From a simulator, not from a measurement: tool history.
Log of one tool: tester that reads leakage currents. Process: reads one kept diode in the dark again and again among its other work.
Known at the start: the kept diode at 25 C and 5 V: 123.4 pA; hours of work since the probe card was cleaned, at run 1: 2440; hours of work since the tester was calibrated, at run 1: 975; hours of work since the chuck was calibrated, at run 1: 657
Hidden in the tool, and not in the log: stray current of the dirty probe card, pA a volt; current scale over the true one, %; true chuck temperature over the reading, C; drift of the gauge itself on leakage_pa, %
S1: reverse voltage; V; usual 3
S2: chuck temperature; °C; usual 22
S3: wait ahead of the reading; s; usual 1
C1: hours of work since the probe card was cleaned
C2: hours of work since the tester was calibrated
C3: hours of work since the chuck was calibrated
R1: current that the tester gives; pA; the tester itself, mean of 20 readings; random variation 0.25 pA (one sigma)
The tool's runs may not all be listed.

run	day	S1	S2	S3	C1	C2	C3	R1
1	0	3	22	1	2440	975	657	87.15
2	0.967	3	22	1	2453	988	670	87.86
3	1.908	3	22	1	2466	1001	683	87.18
4	3.279	2.38	22	1	2485	1020	702	79.87
5	4.638	2.38	22	1	2504	1039	721	79.97
6	6	3	22	1	2522	1058	740	87.18
7	7.588	3	36	1	2544	1079	762	260.6
8	8.346	3	22	1	2555	1090	772	87.41
9	9.179	3	22	1	2566	1101	784	86.66
10	9.971	2.68	22	1	2577	1112	794	83.14
11	11.025	2.68	22	1	2592	1127	809	83.68
12	12.608	2.68	22	3.53	2613	1149	831	82.41
13	13.921	1.31	21	1	2631	1167	849	59.35
14	15.108	2.14	37	0.45	2648	1183	865	251.37
# day 16.521: probe card cleaned and baked
15	17.033	3	22	9.49	7	1208	890	78.29
16	18.212	2.77	24	1.54	23	1224	906	90.89
17	19.075	2.77	24	1.54	35	1236	918	91.01
18	20.604	2.77	24	1.54	56	1257	939	91.01
19	22.283	2.61	22	4.18	79	1280	962	74.37
20	23.967	2.61	22	4.18	102	1303	985	74.37
21	25.038	2.61	22	0.55	117	1318	1000	76.19

4 ways to go on from here, each from the tool as it stands after run 21. What would each give?
A	25.946	7.59	24	7.94	130	1331	1013	?
B	25.946	3	26	1	130	1331	1013	?
C	25.946	3	22	4.55	130	1331	1013	?
D	25.946	6.05	24	5.01	130	1331	1013	?

run	R1
A	123.14
B	111.01
C	77.6
D	115.1
Without the tool's hidden state the same runs would have given:
run	R1
A	128.91
B	116.65
C	81.58
D	120.64

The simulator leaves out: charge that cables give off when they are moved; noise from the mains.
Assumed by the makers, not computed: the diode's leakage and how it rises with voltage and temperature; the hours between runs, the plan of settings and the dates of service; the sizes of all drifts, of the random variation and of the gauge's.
